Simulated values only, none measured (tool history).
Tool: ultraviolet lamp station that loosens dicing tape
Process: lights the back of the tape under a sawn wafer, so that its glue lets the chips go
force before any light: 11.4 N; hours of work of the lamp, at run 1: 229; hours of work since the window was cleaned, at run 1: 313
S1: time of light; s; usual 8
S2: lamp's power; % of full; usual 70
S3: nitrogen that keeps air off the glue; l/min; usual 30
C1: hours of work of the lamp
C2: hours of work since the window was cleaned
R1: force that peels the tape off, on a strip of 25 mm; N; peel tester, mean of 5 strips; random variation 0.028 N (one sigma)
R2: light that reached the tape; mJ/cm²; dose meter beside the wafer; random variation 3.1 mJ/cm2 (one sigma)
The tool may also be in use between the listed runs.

run,hour,S1,S2,S3,C1,C2,R1,R2
1,0.0,8,70,30,229,313,1.836,418
2,51.9,8,70,30,268,352,1.863,403
3,134.3,8,74,30,329,413,1.766,416
4,189.2,8,70,30,370,454,2.003,389
5,233.2,8,70,30,403,487,2.095,382
6,271.3,8,70,30,431,515,2.144,377
7,314.7,8,70,30,464,548,2.120,373
8,398.8,8,70,30,527,611,2.295,362
9,449.5,8,70,30,564,648,2.435,350
# hour 516.4: window cleaned of glue's vapour
10,531.6,8,70,30,625,11,2.751,310
11,590.5,8,70,30,669,55,2.988,302
12,652.3,8,70,30,716,102,3.072,296
# hour 661.5: window cleaned of glue's vapour, once more
13,692.4,8,70,25,745,23,2.142,395
14,758.7,8,70,25,795,73,2.179,384
15,804.8,8,70,25,829,107,2.318,374
16,848.3,8,70,25,862,140,2.394,373
17,918.4,8,70,30,914,192,2.262,364
18,956.7,8,98,30,943,221,1.290,506
19,1010.9,8,98,30,983,261,1.351,490
20,1071.4,8,98,30,1028,306,1.419,479
21,1154.4,8,98,30,1090,368,1.486,465
22,1213.8,10,82,46,1135,413,1.155,476
23,1294.0,10,82,14,1194,472,2.130,458
24,1355.9,10,82,14,1241,519,2.219,455
25,1397.4,10,82,14,1272,550,2.402,441
26,1459.2,10,82,14,1318,596,2.552,425
27,1520.3,15,91,39,1363,641,0.586,699
# hour 1593.2: window cleaned of glue's vapour
28,1606.5,4,90,56,1427,10,3.793,206
29,1644.1,4,90,56,1456,38,3.996,202
30,1727.7,4,90,56,1518,100,4.275,198
31,1789.6,4,81,35,1564,147,5.139,173
# hour 1826.7: lamp changed
32,1837.3,13,62,38,8,182,0.627,663
33,1877.2,8,80,29,38,211,1.197,518
34,1928.0,8,64,29,76,249,1.828,409
35,1990.8,10,60,9,123,296,2.538,474
36,2055.4,15,95,21,171,344,0.322,1096
37,2136.8,6,70,57,232,405,2.309,314
38,2200.6,7,70,30,279,453,2.380,357
39,2241.8,8,70,29,310,484,1.918,400
40,2317.2,8,70,22,366,540,2.281,394
41,2377.6,8,70,22,411,585,2.500,379
42,2442.4,7,84,58,460,633,1.599,391

Forecast each of these 5 alternatives for the next run:
A,2522.3,7,84,20,519,693,?,?
B,2522.3,7,70,56,519,693,?,?
C,2522.3,7,84,13,519,693,?,?
D,2522.3,5,82,49,519,693,?,?
E,2522.3,5,83,58,519,693,?,?

run,R1,R2
A,2.481,378
B,2.335,316
C,2.994,379
D,3.025,268
E,2.813,268
Without the tool's hidden state the same runs would have given:
run,R1,R2
A,1.553,503
B,1.425,420
C,1.965,504
D,1.991,356
E,1.820,356
